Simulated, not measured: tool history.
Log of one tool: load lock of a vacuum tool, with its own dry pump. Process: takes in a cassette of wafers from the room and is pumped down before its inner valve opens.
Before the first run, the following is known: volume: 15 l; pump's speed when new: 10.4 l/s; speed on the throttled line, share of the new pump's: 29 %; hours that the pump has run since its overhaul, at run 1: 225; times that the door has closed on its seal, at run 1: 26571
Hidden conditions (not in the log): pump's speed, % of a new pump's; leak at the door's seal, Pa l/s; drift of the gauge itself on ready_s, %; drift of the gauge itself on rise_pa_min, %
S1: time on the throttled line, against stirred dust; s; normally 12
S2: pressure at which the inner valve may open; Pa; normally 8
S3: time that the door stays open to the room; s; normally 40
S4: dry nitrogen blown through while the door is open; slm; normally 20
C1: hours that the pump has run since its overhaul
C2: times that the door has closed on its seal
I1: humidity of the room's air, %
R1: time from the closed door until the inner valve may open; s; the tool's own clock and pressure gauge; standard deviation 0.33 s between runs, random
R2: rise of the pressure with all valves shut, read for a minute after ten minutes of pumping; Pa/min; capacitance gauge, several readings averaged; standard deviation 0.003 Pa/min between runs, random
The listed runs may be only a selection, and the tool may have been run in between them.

run,day,S1,S2,S3,S4,C1,C2,I1,R1,R2
1,0.000,12,8,40,20,225,26571,44.9,22.1,0.108
2,11.708,12,8,40,20,506,27774,43.0,22.6,0.114
3,20.262,12,8,40,20,711,28653,45.0,22.5,0.115
4,25.279,21,8,40,20,832,29169,44.5,28.9,0.115
5,35.146,21,8,40,20,1069,30183,47.4,28.6,0.126
6,44.262,12,8,168,20,1287,31120,46.6,23.0,0.161
7,55.421,12,8,168,20,1555,32267,43.7,23.2,0.156
8,61.758,12,8,168,20,1707,32918,41.1,22.1,0.152
9,67.021,12,8,40,28,1834,33459,46.2,22.8,0.129
10,77.412,12,8,35,7,2083,34527,42.8,22.6,0.160
11,87.412,12,8,111,5,2323,35555,44.6,23.4,0.209
12,96.029,10,8,166,20,2530,36440,44.1,21.8,0.181

Forecast run 13:
13,106.879,21,8,166,35,2790,37555,42.6,?,?

R1: 29.3 s
R2: 0.154 Pa/min
Take away the tool's hidden state, keep the run-to-run variation as it was, and the same run would have given R1 28.5 s, R2 0.039 Pa/min.
